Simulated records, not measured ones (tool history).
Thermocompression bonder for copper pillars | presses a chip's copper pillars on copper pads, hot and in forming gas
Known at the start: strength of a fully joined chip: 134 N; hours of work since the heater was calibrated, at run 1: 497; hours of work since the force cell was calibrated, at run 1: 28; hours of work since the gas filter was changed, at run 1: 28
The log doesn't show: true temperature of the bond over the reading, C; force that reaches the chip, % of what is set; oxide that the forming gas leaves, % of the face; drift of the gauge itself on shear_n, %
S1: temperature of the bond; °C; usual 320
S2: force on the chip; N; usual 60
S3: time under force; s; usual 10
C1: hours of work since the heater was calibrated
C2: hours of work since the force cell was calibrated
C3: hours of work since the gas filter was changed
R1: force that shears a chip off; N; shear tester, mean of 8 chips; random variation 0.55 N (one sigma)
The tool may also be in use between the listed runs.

Run 1, day 0.000: usual settings; C1 497; C2 28; C3 28. Result: R1 73.9 N.
Run 2, day 2.271: usual settings; C1 525; C2 56; C3 56. Result: R1 74.8 N.
Run 3, day 5.612: usual settings; C1 567; C2 98; C3 98. Result: R1 75.0 N.
Run 4, day 9.042: usual settings; C1 609; C2 140; C3 140. Result: R1 75.5 N.
Run 5, day 12.512: usual settings; C1 652; C2 183; C3 183. Result: R1 74.5 N.
Run 6, day 14.171: usual settings; C1 673; C2 204; C3 204. Result: R1 74.5 N.
Run 7, day 17.667: usual settings; C1 716; C2 247; C3 247. Result: R1 75.2 N.
Run 8, day 19.788: usual settings; C1 742; C2 274; C3 274. Result: R1 74.8 N.
Run 9, day 22.217: usual settings; C1 773; C2 304; C3 304. Result: R1 74.5 N.
At day 22.496: forming gas filter changed.
Run 10, day 24.021: usual settings; C1 795; C2 326; C3 19. Result: R1 75.4 N.
Run 11, day 25.854: usual settings but S1 339 °C; C1 818; C2 349; C3 42. Result: R1 84.9 N.
Run 12, day 28.121: usual settings; C1 846; C2 377; C3 70. Result: R1 74.7 N.
Run 13, day 30.146: usual settings but S2 85 N; C1 871; C2 402; C3 95. Result: R1 89.9 N.
Run 14, day 32.379: usual settings but S2 86 N; C1 899; C2 430; C3 123. Result: R1 91.3 N.
Run 15, day 34.225: usual settings but S2 86 N; C1 921; C2 453; C3 146. Result: R1 91.0 N.
Run 16, day 36.004: usual settings but S2 86 N; C1 944; C2 475; C3 168. Result: R1 92.1 N.
Run 17, day 38.775: usual settings but S2 86 N; C1 978; C2 509; C3 202. Result: R1 91.0 N.
Run 18, day 42.696: usual settings but S2 86 N; C1 1027; C2 558; C3 251. Result: R1 89.8 N.
Run 19, day 45.479: usual settings but S2 86 N; C1 1061; C2 592; C3 285. Result: R1 90.4 N.
At day 47.358: forming gas filter changed.
Run 20, day 48.671: usual settings but S2 86 N; C1 1100; C2 632; C3 16. Result: R1 90.6 N.
Run 21, day 50.892: usual settings but S2 86 N; C1 1128; C2 659; C3 44. Result: R1 90.5 N.
Run 22, day 54.771: usual settings but S2 86 N; C1 1176; C2 707; C3 92. Result: R1 91.2 N.
Run 23, day 56.379: usual settings but S2 62 N; C1 1196; C2 727; C3 112. Result: R1 75.9 N.
Run 24, day 59.200: usual settings but S2 62 N; C1 1231; C2 762; C3 147. Result: R1 76.9 N.
Run 25, day 61.196: usual settings but S2 62 N; C1 1256; C2 787; C3 172. Result: R1 77.5 N.
Run 26, day 63.067: usual settings but S2 62 N; C1 1279; C2 810; C3 195. Result: R1 76.7 N.
Run 27, day 66.962: usual settings but S3 14 s; C1 1327; C2 859; C3 243. Result: R1 83.8 N.
Run 28, day 69.558: usual settings but S3 14 s; C1 1360; C2 891; C3 276. Result: R1 82.7 N.
Run 29, day 71.908: usual settings but S1 340 °C, S2 86 N, S3 15 s; C1 1389; C2 920; C3 305. Result: R1 109.4 N.
At day 72.104: forming gas filter changed.
Run 30, day 75.188: usual settings but S1 340 °C, S2 86 N, S3 15 s; C1 1429; C2 961; C3 38. Result: R1 108.5 N.
Run 31, day 78.912: usual settings but S1 294 °C, S2 43 N, S3 29 s; C1 1476; C2 1007; C3 84. Result: R1 71.8 N.
At day 79.492: heater calibrated with a thermocouple chip.
Run 32, day 81.583: usual settings but S2 58 N, S3 23 s; C1 26; C2 1039; C3 117. Result: R1 93.9 N.
Run 33, day 83.350: usual settings but S1 349 °C, S3 9 s; C1 48; C2 1061; C3 139. Result: R1 88.3 N.
Run 34, day 85.096: usual settings but S1 293 °C, S2 88 N, S3 13 s; C1 70; C2 1083; C3 160. Result: R1 82.8 N.
Run 35, day 87.667: usual settings but S1 293 °C, S2 88 N, S3 13 s; C1 101; C2 1114; C3 192. Result: R1 83.4 N.
Run 36, day 90.058: usual settings but S1 325 °C, S2 88 N, S3 6 s; C1 131; C2 1144; C3 222. Result: R1 81.9 N.
Run 37, day 93.379: usual settings but S1 325 °C, S2 88 N, S3 6 s; C1 172; C2 1185; C3 263. Result: R1 82.4 N.
Run 38, day 96.038: usual settings but S1 299 °C, S2 37 N, S3 14 s; C1 205; C2 1218; C3 296. Result: R1 52.1 N.

How the hidden state differs across the entries between the runs, from the last listed run before each to the first after it:
Between runs 9 and 10: forming gas filter changed (day 22.496)
  oxide that the forming gas leaves, % of the face: 0.62 -> 0.51
Between runs 19 and 20: forming gas filter changed (day 47.358)
  oxide that the forming gas leaves, % of the face: 0.61 -> 0.51
Between runs 29 and 30: forming gas filter changed (day 72.104)
  oxide that the forming gas leaves, % of the face: 0.62 -> 0.52
Between runs 31 and 32: heater calibrated with a thermocouple chip (day 79.492)
  true temperature of the bond over the reading, C: -0.4 -> 0; oxide that the forming gas leaves, % of the face: 0.53 -> 0.55
